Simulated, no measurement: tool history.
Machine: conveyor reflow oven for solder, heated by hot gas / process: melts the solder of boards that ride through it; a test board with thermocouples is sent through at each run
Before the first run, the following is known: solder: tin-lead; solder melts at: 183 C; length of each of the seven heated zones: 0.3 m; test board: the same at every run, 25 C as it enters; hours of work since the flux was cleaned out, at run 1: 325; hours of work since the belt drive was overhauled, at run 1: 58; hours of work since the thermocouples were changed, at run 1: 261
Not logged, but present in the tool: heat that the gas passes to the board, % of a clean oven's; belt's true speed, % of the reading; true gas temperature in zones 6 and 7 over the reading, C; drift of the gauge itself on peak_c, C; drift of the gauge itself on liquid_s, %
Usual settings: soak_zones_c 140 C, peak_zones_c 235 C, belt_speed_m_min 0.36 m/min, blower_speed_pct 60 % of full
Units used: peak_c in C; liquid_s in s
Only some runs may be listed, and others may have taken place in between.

| run | day | soak_zones_c | peak_zones_c | belt_speed_m_min | blower_speed_pct | hours of work since the flux was cleaned out | hours of work since the belt drive was overhauled | hours of work since the thermocouples were changed | peak_c | liquid_s |
|---|---|---|---|---|---|---|---|---|---|---|
| 1 | 0 | 140 | 235 | 0.36 | 60 | 325 | 58 | 261 | 206.3 | 59.8 |
| 2 | 0.475 | 140 | 235 | 0.36 | 60 | 331 | 63 | 266 | 206.3 | 59.1 |
| 3 | 0.896 | 140 | 235 | 0.36 | 60 | 336 | 68 | 271 | 206.6 | 59.4 |
| 4 | 1.362 | 140 | 235 | 0.36 | 60 | 342 | 74 | 277 | 206.1 | 59 |
| 5 | 1.758 | 140 | 235 | 0.36 | 60 | 347 | 79 | 282 | 206.5 | 59 |
| 6 | 2.179 | 140 | 235 | 0.36 | 60 | 352 | 84 | 287 | 206.6 | 58.4 |
| 7 | 2.504 | 140 | 235 | 0.36 | 54 | 356 | 88 | 291 | 204.9 | 54.5 |
| 8 | 3.033 | 140 | 235 | 0.384 | 54 | 362 | 94 | 297 | 201.3 | 45.5 |
| 9 | 3.521 | 140 | 235 | 0.36 | 60 | 368 | 100 | 303 | 206.3 | 58.4 |
| 10 | 3.762 | 140 | 235 | 0.36 | 60 | 371 | 103 | 306 | 206.3 | 58.6 |
| 11 | 4.304 | 140 | 235 | 0.36 | 60 | 377 | 110 | 313 | 206 | 58.5 |
| 12 | 4.867 | 140 | 235 | 0.36 | 60 | 384 | 116 | 319 | 206.2 | 58.5 |
| 13 | 5.171 | 140 | 235 | 0.36 | 54 | 388 | 120 | 323 | 204.1 | 54 |
| 14 | 5.425 | 140 | 235 | 0.36 | 54 | 391 | 123 | 326 | 203.7 | 54 |
| 15 | 5.879 | 140 | 235 | 0.36 | 89 | 396 | 129 | 332 | 213.9 | 70.7 |
| 16 | 6.262 | 140 | 240 | 0.428 | 60 | 401 | 133 | 336 | 202 | 41.2 |
| 17 | 6.621 | 151 | 240 | 0.428 | 60 | 405 | 138 | 341 | 205.3 | 50.9 |
| 18 | 7.133 | 151 | 240 | 0.312 | 70 | 411 | 144 | 347 | 220.1 | 96.6 |
| 19 | 7.658 | 151 | 240 | 0.312 | 70 | 418 | 150 | 353 | 220.5 | 96.9 |
| 20 | 8.1 | 151 | 240 | 0.312 | 70 | 423 | 155 | 358 | 220.9 | 97.3 |
| 21 | 8.662 | 151 | 240 | 0.312 | 70 | 430 | 162 | 365 | 220.6 | 96.7 |
| 22 | 9.083 | 151 | 240 | 0.412 | 53 | 435 | 167 | 370 | 204 | 50.4 |
| 23 | 9.425 | 140 | 241 | 0.331 | 60 | 439 | 171 | 374 | 213.7 | 76 |
| 24 | 9.883 | 136 | 245 | 0.309 | 76 | 445 | 177 | 380 | 223.2 | 92 |
| 25 | 10.117 | 145 | 235 | 0.36 | 84 | 448 | 180 | 383 | 213.2 | 72.4 |
| 26 | 10.6 | 145 | 235 | 0.36 | 84 | 453 | 186 | 389 | 213.5 | 72.5 |
|  | 11.05 | flux residue cleaned out of gas plates and filters |
| 27 | 11.162 | 145 | 235 | 0.36 | 84 | 1 | 190 | 393 | 215.7 | 76.1 |
| 28 | 11.717 | 145 | 235 | 0.36 | 84 | 8 | 197 | 400 | 215.6 | 75.3 |
| 29 | 12.029 | 145 | 235 | 0.36 | 84 | 12 | 200 | 403 | 216 | 76.3 |
| 30 | 12.488 | 145 | 235 | 0.36 | 84 | 17 | 206 | 409 | 216 | 75.6 |

A few steps of peak_c between consecutive runs. Split each: what settings, incoming material and random variation would produce without the hidden state, and what is left over for the hidden state, along with gauge scatter present in only one of the two compared results (measured, and without hidden state):
Run 15 -> 16: peak_zones_c 235 -> 240, belt_speed_m_min 0.36 -> 0.428, blower_speed_pct 89 -> 60. peak_c -11.9 C: hidden state -0.2, all else -11.7.
Run 17 -> 18: belt_speed_m_min 0.428 -> 0.312, blower_speed_pct 60 -> 70. peak_c +14.8 C: hidden state +0.5, all else +14.3.
Run 21 -> 22: belt_speed_m_min 0.312 -> 0.412, blower_speed_pct 70 -> 53. peak_c -16.6 C: hidden state -0.4, all else -16.2.
Run 26 -> 27: flux residue cleaned out of gas plates and filters. peak_c +2.2 C: hidden state +2.6, all else -0.4.
